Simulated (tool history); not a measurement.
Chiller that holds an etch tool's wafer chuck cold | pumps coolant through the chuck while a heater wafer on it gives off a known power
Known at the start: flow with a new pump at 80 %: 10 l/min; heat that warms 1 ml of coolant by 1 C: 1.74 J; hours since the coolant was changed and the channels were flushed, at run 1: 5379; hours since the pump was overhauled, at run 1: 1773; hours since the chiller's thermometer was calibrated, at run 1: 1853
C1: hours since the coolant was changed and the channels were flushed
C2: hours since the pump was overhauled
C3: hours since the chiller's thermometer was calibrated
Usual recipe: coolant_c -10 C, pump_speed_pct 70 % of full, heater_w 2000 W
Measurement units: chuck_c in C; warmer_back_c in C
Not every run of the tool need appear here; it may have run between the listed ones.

{"run": 1, "hour": 0.0, "coolant_c": -10, "pump_speed_pct": 70, "heater_w": 2000, "C1": 5379, "C2": 1773, "C3": 1853, "chuck_c": 13.0, "warmer_back_c": 8.19}
{"run": 2, "hour": 51.8, "coolant_c": -10, "pump_speed_pct": 70, "heater_w": 2000, "C1": 5431, "C2": 1825, "C3": 1905, "chuck_c": 13.2, "warmer_back_c": 8.29}
{"run": 3, "hour": 99.3, "coolant_c": -10, "pump_speed_pct": 70, "heater_w": 2000, "C1": 5479, "C2": 1872, "C3": 1953, "chuck_c": 13.3, "warmer_back_c": 8.23}
{"run": 4, "hour": 152.2, "coolant_c": -10, "pump_speed_pct": 70, "heater_w": 1466, "C1": 5532, "C2": 1925, "C3": 2006, "chuck_c": 7.0, "warmer_back_c": 6.02}
{"run": 5, "hour": 204.4, "coolant_c": -10, "pump_speed_pct": 70, "heater_w": 2000, "C1": 5584, "C2": 1977, "C3": 2058, "chuck_c": 13.4, "warmer_back_c": 8.29}
{"run": 6, "hour": 229.5, "coolant_c": -10, "pump_speed_pct": 70, "heater_w": 2000, "C1": 5609, "C2": 2002, "C3": 2083, "chuck_c": 13.4, "warmer_back_c": 8.21}
{"run": 7, "hour": 272.6, "coolant_c": -10, "pump_speed_pct": 79, "heater_w": 2000, "C1": 5652, "C2": 2045, "C3": 2126, "chuck_c": 11.4, "warmer_back_c": 7.31}
{"run": 8, "hour": 313.5, "coolant_c": -10, "pump_speed_pct": 70, "heater_w": 2000, "C1": 5693, "C2": 2086, "C3": 2167, "chuck_c": 13.4, "warmer_back_c": 8.31}
{"run": 9, "hour": 347.8, "coolant_c": -10, "pump_speed_pct": 70, "heater_w": 2000, "C1": 5727, "C2": 2121, "C3": 2201, "chuck_c": 13.3, "warmer_back_c": 8.3}
{"run": 10, "hour": 383.8, "coolant_c": -10, "pump_speed_pct": 70, "heater_w": 2000, "C1": 5763, "C2": 2157, "C3": 2237, "chuck_c": 13.5, "warmer_back_c": 8.21}
{"run": 11, "hour": 431.7, "coolant_c": -20, "pump_speed_pct": 70, "heater_w": 2000, "C1": 5811, "C2": 2205, "C3": 2285, "chuck_c": 3.4, "warmer_back_c": 8.22}
{"run": 12, "hour": 485.4, "coolant_c": -20, "pump_speed_pct": 70, "heater_w": 2000, "C1": 5865, "C2": 2258, "C3": 2339, "chuck_c": 3.5, "warmer_back_c": 8.33}
{"run": 13, "hour": 525.9, "coolant_c": -20, "pump_speed_pct": 70, "heater_w": 2000, "C1": 5905, "C2": 2299, "C3": 2379, "chuck_c": 3.5, "warmer_back_c": 8.32}
{"run": 14, "hour": 558.7, "coolant_c": -10, "pump_speed_pct": 70, "heater_w": 2000, "C1": 5938, "C2": 2332, "C3": 2412, "chuck_c": 13.6, "warmer_back_c": 8.27}
{"run": 15, "hour": 606.7, "coolant_c": -10, "pump_speed_pct": 70, "heater_w": 2000, "C1": 5986, "C2": 2380, "C3": 2460, "chuck_c": 13.6, "warmer_back_c": 8.3}
{"run": 16, "hour": 659.7, "coolant_c": -10, "pump_speed_pct": 70, "heater_w": 1952, "C1": 6039, "C2": 2433, "C3": 2513, "chuck_c": 13.0, "warmer_back_c": 8.06}
{"run": 17, "hour": 707.5, "coolant_c": -6, "pump_speed_pct": 92, "heater_w": 1952, "C1": 6087, "C2": 2480, "C3": 2561, "chuck_c": 13.1, "warmer_back_c": 6.08}
{"run": 18, "hour": 760.8, "coolant_c": -6, "pump_speed_pct": 92, "heater_w": 1952, "C1": 6140, "C2": 2534, "C3": 2614, "chuck_c": 13.1, "warmer_back_c": 6.08}
{"run": 19, "hour": 793.5, "coolant_c": -6, "pump_speed_pct": 92, "heater_w": 1952, "C1": 6173, "C2": 2566, "C3": 2647, "chuck_c": 13.2, "warmer_back_c": 6.04}
{"run": 20, "hour": 846.3, "coolant_c": -7, "pump_speed_pct": 92, "heater_w": 1182, "C1": 6226, "C2": 2619, "C3": 2700, "chuck_c": 4.7, "warmer_back_c": 3.71}
{"run": 21, "hour": 879.9, "coolant_c": -18, "pump_speed_pct": 81, "heater_w": 1765, "C1": 6259, "C2": 2653, "C3": 2733, "chuck_c": 1.1, "warmer_back_c": 6.27}
{"run": 22, "hour": 926.6, "coolant_c": -19, "pump_speed_pct": 84, "heater_w": 1645, "C1": 6306, "C2": 2700, "C3": 2780, "chuck_c": -1.7, "warmer_back_c": 5.7}
{"run": 23, "hour": 976.0, "coolant_c": -16, "pump_speed_pct": 70, "heater_w": 2000, "C1": 6355, "C2": 2749, "C3": 2829, "chuck_c": 8.1, "warmer_back_c": 8.43}
{"run": 24, "hour": 1029.0, "coolant_c": -16, "pump_speed_pct": 70, "heater_w": 1385, "C1": 6408, "C2": 2802, "C3": 2882, "chuck_c": 0.7, "warmer_back_c": 5.8}
{"run": 25, "hour": 1068.2, "coolant_c": -5, "pump_speed_pct": 70, "heater_w": 2367, "C1": 6448, "C2": 2841, "C3": 2922, "chuck_c": 23.5, "warmer_back_c": 9.9}
{"run": 26, "hour": 1118.2, "coolant_c": -10, "pump_speed_pct": 76, "heater_w": 2000, "C1": 6498, "C2": 2891, "C3": 2972, "chuck_c": 12.7, "warmer_back_c": 7.73}
{"run": 27, "hour": 1150.3, "coolant_c": -10, "pump_speed_pct": 90, "heater_w": 2133, "C1": 6530, "C2": 2923, "C3": 3004, "chuck_c": 11.2, "warmer_back_c": 6.85}
{"run": 28, "hour": 1173.5, "coolant_c": -3, "pump_speed_pct": 69, "heater_w": 1311, "C1": 6553, "C2": 2946, "C3": 3027, "chuck_c": 13.0, "warmer_back_c": 5.57}
{"run": 29, "hour": 1215.6, "coolant_c": -3, "pump_speed_pct": 69, "heater_w": 1311, "C1": 6595, "C2": 2988, "C3": 3069, "chuck_c": 13.1, "warmer_back_c": 5.53}
{"run": 30, "hour": 1245.0, "coolant_c": -4, "pump_speed_pct": 69, "heater_w": 1311, "C1": 6624, "C2": 3018, "C3": 3098, "chuck_c": 12.1, "warmer_back_c": 5.6}
{"run": 31, "hour": 1282.9, "coolant_c": -12, "pump_speed_pct": 66, "heater_w": 1105, "C1": 6662, "C2": 3056, "C3": 3136, "chuck_c": 1.8, "warmer_back_c": 4.89}

Had the tool no unlogged condition, and each run kept its random variation, what would the results have been?
Hidden conditions of the tool in this case: heat passed by the chuck's channels, % of clean ones'; flow at a given pump speed, % of a new pump's; coolant's true temperature over the reading, C; drift of the gauge itself on chuck_c, C; drift of the gauge itself on warmer_back_c, C.
run=1 chuck_c=10.2 warmer_back_c=7.94
run=2 chuck_c=10.3 warmer_back_c=8.03
run=3 chuck_c=10.3 warmer_back_c=7.96
run=4 chuck_c=4.7 warmer_back_c=5.82
run=5 chuck_c=10.3 warmer_back_c=8.01
run=6 chuck_c=10.3 warmer_back_c=7.93
run=7 chuck_c=8.5 warmer_back_c=7.06
run=8 chuck_c=10.2 warmer_back_c=8.02
run=9 chuck_c=10.1 warmer_back_c=8.00
run=10 chuck_c=10.3 warmer_back_c=7.90
run=11 chuck_c=0.1 warmer_back_c=7.91
run=12 chuck_c=0.2 warmer_back_c=8.00
run=13 chuck_c=0.2 warmer_back_c=7.99
run=14 chuck_c=10.2 warmer_back_c=7.93
run=15 chuck_c=10.2 warmer_back_c=7.95
run=16 chuck_c=9.6 warmer_back_c=7.72
run=17 chuck_c=10.2 warmer_back_c=5.82
run=18 chuck_c=10.1 warmer_back_c=5.81
run=19 chuck_c=10.2 warmer_back_c=5.77
run=20 chuck_c=2.9 warmer_back_c=3.54
run=21 chuck_c=-1.9 warmer_back_c=5.98
run=22 chuck_c=-4.5 warmer_back_c=5.43
run=23 chuck_c=4.3 warmer_back_c=8.03
run=24 chuck_c=-2.0 warmer_back_c=5.51
run=25 chuck_c=19.0 warmer_back_c=9.40
run=26 chuck_c=9.0 warmer_back_c=7.34
run=27 chuck_c=7.7 warmer_back_c=6.50
run=28 chuck_c=10.4 warmer_back_c=5.28
run=29 chuck_c=10.4 warmer_back_c=5.23
run=30 chuck_c=9.4 warmer_back_c=5.30
run=31 chuck_c=-0.6 warmer_back_c=4.62
